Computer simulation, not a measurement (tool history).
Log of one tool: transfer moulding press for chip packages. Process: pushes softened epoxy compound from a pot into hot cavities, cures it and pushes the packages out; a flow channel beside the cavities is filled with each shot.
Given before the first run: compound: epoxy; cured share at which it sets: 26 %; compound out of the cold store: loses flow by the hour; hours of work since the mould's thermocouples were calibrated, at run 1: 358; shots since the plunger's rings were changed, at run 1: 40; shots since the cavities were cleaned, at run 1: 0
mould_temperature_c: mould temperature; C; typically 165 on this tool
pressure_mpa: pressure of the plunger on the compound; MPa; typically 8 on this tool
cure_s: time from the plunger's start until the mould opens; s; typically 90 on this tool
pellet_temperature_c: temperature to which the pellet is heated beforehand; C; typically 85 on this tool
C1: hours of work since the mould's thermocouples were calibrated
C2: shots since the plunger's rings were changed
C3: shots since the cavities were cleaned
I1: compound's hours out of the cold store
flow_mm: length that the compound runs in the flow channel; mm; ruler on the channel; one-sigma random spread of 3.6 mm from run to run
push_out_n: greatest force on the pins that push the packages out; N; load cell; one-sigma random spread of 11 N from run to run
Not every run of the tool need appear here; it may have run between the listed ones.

{"run": 1, "hour": 0.0, "mould_temperature_c": 165, "pressure_mpa": 8, "cure_s": 90, "pellet_temperature_c": 85, "C1": 358, "C2": 40, "C3": 0, "I1": 19.3, "flow_mm": 527, "push_out_n": 512}
{"run": 2, "hour": 16.7, "mould_temperature_c": 165, "pressure_mpa": 8, "cure_s": 90, "pellet_temperature_c": 85, "C1": 369, "C2": 261, "C3": 221, "I1": 37.9, "flow_mm": 490, "push_out_n": 692}
{"run": 3, "hour": 33.4, "mould_temperature_c": 165, "pressure_mpa": 8, "cure_s": 90, "pellet_temperature_c": 85, "C1": 381, "C2": 481, "C3": 441, "I1": 14.7, "flow_mm": 543, "push_out_n": 792}
{"hour": 38.1, "done": "cavities cleaned with cleaning compound and waxed"}
{"run": 4, "hour": 53.0, "mould_temperature_c": 165, "pressure_mpa": 8, "cure_s": 79, "pellet_temperature_c": 85, "C1": 394, "C2": 720, "C3": 197, "I1": 12.6, "flow_mm": 549, "push_out_n": 757}
{"hour": 75.9, "done": "cavities cleaned with cleaning compound and waxed"}
{"run": 5, "hour": 85.6, "mould_temperature_c": 165, "pressure_mpa": 8, "cure_s": 79, "pellet_temperature_c": 85, "C1": 415, "C2": 1131, "C3": 129, "I1": 35, "flow_mm": 490, "push_out_n": 705}
{"hour": 111.9, "done": "cavities cleaned with cleaning compound and waxed"}
{"run": 6, "hour": 121.5, "mould_temperature_c": 165, "pressure_mpa": 8, "cure_s": 79, "pellet_temperature_c": 85, "C1": 440, "C2": 1585, "C3": 127, "I1": 24.9, "flow_mm": 512, "push_out_n": 680}
{"hour": 149.4, "done": "cavities cleaned with cleaning compound and waxed"}
{"run": 7, "hour": 154.6, "mould_temperature_c": 165, "pressure_mpa": 8, "cure_s": 79, "pellet_temperature_c": 85, "C1": 462, "C2": 2003, "C3": 69, "I1": 19, "flow_mm": 519, "push_out_n": 619}
{"hour": 186.5, "done": "cavities cleaned with cleaning compound and waxed"}
{"run": 8, "hour": 186.5, "mould_temperature_c": 165, "pressure_mpa": 8, "cure_s": 79, "pellet_temperature_c": 85, "C1": 483, "C2": 2404, "C3": 0, "I1": 46.1, "flow_mm": 461, "push_out_n": 569}
{"run": 9, "hour": 210.7, "mould_temperature_c": 165, "pressure_mpa": 8, "cure_s": 79, "pellet_temperature_c": 85, "C1": 500, "C2": 2723, "C3": 319, "I1": 25.4, "flow_mm": 506, "push_out_n": 865}
{"hour": 223.6, "done": "cavities cleaned with cleaning compound and waxed"}
{"run": 10, "hour": 228.5, "mould_temperature_c": 165, "pressure_mpa": 8, "cure_s": 79, "pellet_temperature_c": 85, "C1": 512, "C2": 2939, "C3": 65, "I1": 36.1, "flow_mm": 478, "push_out_n": 650}
{"run": 11, "hour": 250.8, "mould_temperature_c": 165, "pressure_mpa": 8, "cure_s": 90, "pellet_temperature_c": 85, "C1": 527, "C2": 3234, "C3": 360, "I1": 11.6, "flow_mm": 537, "push_out_n": 744}
{"hour": 259.7, "done": "cavities cleaned with cleaning compound and waxed"}
{"run": 12, "hour": 267.4, "mould_temperature_c": 165, "pressure_mpa": 8, "cure_s": 90, "pellet_temperature_c": 85, "C1": 538, "C2": 3433, "C3": 103, "I1": 26.2, "flow_mm": 497, "push_out_n": 612}
{"hour": 295.9, "done": "cavities cleaned with cleaning compound and waxed"}
{"run": 13, "hour": 301.8, "mould_temperature_c": 165, "pressure_mpa": 8.45, "cure_s": 90, "pellet_temperature_c": 85, "C1": 561, "C2": 3867, "C3": 77, "I1": 36, "flow_mm": 488, "push_out_n": 544}
{"hour": 331.8, "done": "cavities cleaned with cleaning compound and waxed"}
{"run": 14, "hour": 337.4, "mould_temperature_c": 160, "pressure_mpa": 7.33, "cure_s": 120, "pellet_temperature_c": 84, "C1": 585, "C2": 4317, "C3": 73, "I1": 41.3, "flow_mm": 456, "push_out_n": 530}
{"run": 15, "hour": 357.4, "mould_temperature_c": 160, "pressure_mpa": 7.33, "cure_s": 120, "pellet_temperature_c": 84, "C1": 599, "C2": 4582, "C3": 338, "I1": 18.6, "flow_mm": 498, "push_out_n": 708}
{"hour": 368.6, "done": "cavities cleaned with cleaning compound and waxed"}
{"run": 16, "hour": 377.3, "mould_temperature_c": 160, "pressure_mpa": 7.33, "cure_s": 120, "pellet_temperature_c": 84, "C1": 612, "C2": 4824, "C3": 115, "I1": 20.5, "flow_mm": 490, "push_out_n": 554}
{"hour": 391.6, "done": "plunger's sealing rings changed"}
{"run": 17, "hour": 403.3, "mould_temperature_c": 164, "pressure_mpa": 9.2, "cure_s": 85, "pellet_temperature_c": 85, "C1": 628, "C2": 154, "C3": 425, "I1": 28.7, "flow_mm": 546, "push_out_n": 867}
{"hour": 408.9, "done": "cavities cleaned with cleaning compound and waxed"}
{"run": 18, "hour": 420.5, "mould_temperature_c": 164, "pressure_mpa": 9.84, "cure_s": 75, "pellet_temperature_c": 85, "C1": 639, "C2": 362, "C3": 152, "I1": 21.7, "flow_mm": 584, "push_out_n": 824}
{"run": 19, "hour": 440.0, "mould_temperature_c": 165, "pressure_mpa": 6.86, "cure_s": 104, "pellet_temperature_c": 85, "C1": 653, "C2": 620, "C3": 410, "I1": 40.1, "flow_mm": 445, "push_out_n": 726}
{"hour": 444.7, "done": "cavities cleaned with cleaning compound and waxed"}
{"run": 20, "hour": 475.3, "mould_temperature_c": 165, "pressure_mpa": 6.87, "cure_s": 104, "pellet_temperature_c": 85, "C1": 677, "C2": 1066, "C3": 404, "I1": 15.7, "flow_mm": 494, "push_out_n": 752}
{"hour": 482.2, "done": "cavities cleaned with cleaning compound and waxed"}
{"run": 21, "hour": 505.8, "mould_temperature_c": 165, "pressure_mpa": 9.74, "cure_s": 96, "pellet_temperature_c": 85, "C1": 697, "C2": 1450, "C3": 312, "I1": 24, "flow_mm": 562, "push_out_n": 676}
{"hour": 518.1, "done": "cavities cleaned with cleaning compound and waxed"}
{"hour": 531.1, "done": "mould's thermocouples calibrated"}
{"run": 22, "hour": 544.2, "mould_temperature_c": 165, "pressure_mpa": 9.52, "cure_s": 105, "pellet_temperature_c": 80, "C1": 9, "C2": 1910, "C3": 318, "I1": 38, "flow_mm": 527, "push_out_n": 734}
{"hour": 555.6, "done": "cavities cleaned with cleaning compound and waxed"}
{"run": 23, "hour": 576.1, "mould_temperature_c": 165, "pressure_mpa": 9.52, "cure_s": 105, "pellet_temperature_c": 80, "C1": 31, "C2": 2312, "C3": 271, "I1": 22.6, "flow_mm": 566, "push_out_n": 650}
{"hour": 592.7, "done": "cavities cleaned with cleaning compound and waxed"}
{"run": 24, "hour": 613.9, "mould_temperature_c": 166, "pressure_mpa": 7.53, "cure_s": 114, "pellet_temperature_c": 78, "C1": 56, "C2": 2792, "C3": 280, "I1": 16.6, "flow_mm": 506, "push_out_n": 665}
{"hour": 628.2, "done": "cavities cleaned with cleaning compound and waxed"}
{"run": 25, "hour": 644.1, "mould_temperature_c": 157, "pressure_mpa": 7.68, "cure_s": 77, "pellet_temperature_c": 78, "C1": 76, "C2": 3171, "C3": 211, "I1": 47.3, "flow_mm": 470, "push_out_n": 1432}
{"hour": 664.1, "done": "cavities cleaned with cleaning compound and waxed"}
{"run": 26, "hour": 664.9, "mould_temperature_c": 165, "pressure_mpa": 8, "cure_s": 80, "pellet_temperature_c": 85, "C1": 90, "C2": 3425, "C3": 11, "I1": 14.7, "flow_mm": 530, "push_out_n": 614}

Alternative continuations, all from the tool just after run 26; predict every row:
{"run": "A", "hour": 691.6, "mould_temperature_c": 165, "pressure_mpa": 7.68, "cure_s": 103, "pellet_temperature_c": 79, "C1": 108, "C2": 3778, "C3": 364, "I1": 28.1, "flow_mm": "?", "push_out_n": "?"}
{"run": "B", "hour": 691.6, "mould_temperature_c": 163, "pressure_mpa": 6.74, "cure_s": 120, "pellet_temperature_c": 85, "C1": 108, "C2": 3778, "C3": 364, "I1": 31.5, "flow_mm": "?", "push_out_n": "?"}
{"run": "C", "hour": 691.6, "mould_temperature_c": 160, "pressure_mpa": 8, "cure_s": 90, "pellet_temperature_c": 88, "C1": 108, "C2": 3778, "C3": 364, "I1": 16.4, "flow_mm": "?", "push_out_n": "?"}

run=A flow_mm=487 push_out_n=744
run=B flow_mm=450 push_out_n=733
run=C flow_mm=534 push_out_n=1019
The same runs, with their run-to-run variation unchanged, on a tool lacking any hidden condition would have given:
run=A flow_mm=504 push_out_n=471
run=B flow_mm=466 push_out_n=464
run=C flow_mm=552 push_out_n=653

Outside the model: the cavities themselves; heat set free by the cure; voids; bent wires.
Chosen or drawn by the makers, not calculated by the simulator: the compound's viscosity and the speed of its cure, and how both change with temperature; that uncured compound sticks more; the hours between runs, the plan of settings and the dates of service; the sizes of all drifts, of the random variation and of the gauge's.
